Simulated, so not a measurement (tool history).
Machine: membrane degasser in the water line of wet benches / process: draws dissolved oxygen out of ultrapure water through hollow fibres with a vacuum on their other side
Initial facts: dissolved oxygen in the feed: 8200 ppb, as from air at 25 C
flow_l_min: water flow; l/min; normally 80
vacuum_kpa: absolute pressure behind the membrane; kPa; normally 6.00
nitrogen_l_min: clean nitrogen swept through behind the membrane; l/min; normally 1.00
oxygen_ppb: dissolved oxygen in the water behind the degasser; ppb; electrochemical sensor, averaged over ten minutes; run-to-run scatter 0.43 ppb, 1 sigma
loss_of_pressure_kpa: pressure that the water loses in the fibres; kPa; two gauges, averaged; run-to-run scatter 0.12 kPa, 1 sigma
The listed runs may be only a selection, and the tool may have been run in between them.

run	day	flow_l_min	vacuum_kpa	nitrogen_l_min	oxygen_ppb	loss_of_pressure_kpa
1	0.000	80	6.00	1.00	370.5	35.16
2	1.712	80	6.00	1.00	370.5	35.29
3	3.542	80	6.00	1.00	370.7	35.18
4	5.646	80	6.00	1.00	371.5	35.36
5	8.862	80	6.00	1.00	371.5	34.99
6	11.212	80	9.03	1.00	737.4	35.20
7	14.208	80	6.00	1.00	371.8	35.25
8	16.175	80	6.00	1.00	372.2	35.12
9	19.450	80	6.00	1.00	371.6	35.06
10	22.175	80	6.00	1.00	371.3	35.18
11	25.450	80	6.00	1.00	372.0	35.41
12	27.588	80	6.00	1.00	372.7	35.42
13	30.271	80	6.00	1.00	372.1	35.10
14	33.462	80	6.00	1.62	268.0	35.15
15	37.033	80	6.00	1.00	373.2	35.30
16	40.358	80	6.00	1.00	372.8	35.26
17	42.933	80	6.00	1.00	372.9	35.29
18	45.696	64	4.13	1.47	84.2	28.42
19	47.692	108	6.00	0.77	540.7	47.87
20	51.088	108	6.00	0.77	541.2	47.83
21	53.825	103	6.00	1.97	300.0	45.59
22	57.029	98	14.95	1.00	1575.5	43.27
# day 57.333: vacuum gauge calibrated
23	59.438	102	14.95	0.68	1972.4	45.00
24	62.808	102	14.95	0.68	1975.1	45.09
# day 63.617: vacuum gauge calibrated, once more
25	64.775	105	9.82	0.59	1304.5	46.45
26	67.692	105	9.82	0.59	1303.1	46.62
27	69.621	105	9.82	0.59	1305.2	46.71
28	72.617	105	9.82	0.59	1303.1	46.41
29	74.375	105	9.82	0.59	1304.5	46.15
30	76.783	117	9.82	0.64	1337.8	51.54
31	80.046	117	9.82	0.64	1335.7	51.70
32	82.042	84	14.59	2.06	862.7	37.37

Measured less the same run without the tool's hidden state. The same run-to-run variation is in both; the gauge's scatter may not be:
What the log doesn't record here: membrane still open, %; true pressure behind the membrane over the reading, kPa; air that leaks in behind the membrane, l/min; drift of the gauge itself on oxygen_ppb, %; drift of the gauge itself on loss_of_pressure_kpa, %.
run	oxygen_ppb	loss_of_pressure_kpa
1	+1.5	+0.13
2	+1.6	+0.13
3	+1.7	+0.13
4	+1.8	+0.14
5	+2.0	+0.15
6	+1.2	+0.16
7	+2.2	+0.17
8	+2.4	+0.18
9	+2.6	+0.20
10	+2.7	+0.21
11	+2.9	+0.22
12	+2.9	+0.23
13	+3.1	+0.23
14	+3.1	+0.24
15	+3.4	+0.26
16	+3.6	+0.27
17	+3.8	+0.28
18	+3.3	+0.23
19	+5.5	+0.40
20	+5.7	+0.42
21	+5.0	+0.41
22	+0.6	+0.40
23	-0.4	+0.43
24	-0.4	+0.44
25	+1.2	+0.47
26	+1.3	+0.49
27	+1.4	+0.49
28	+1.5	+0.51
29	+1.5	+0.51
30	+3.2	+0.58
31	+3.3	+0.60
32	+5.4	+0.44
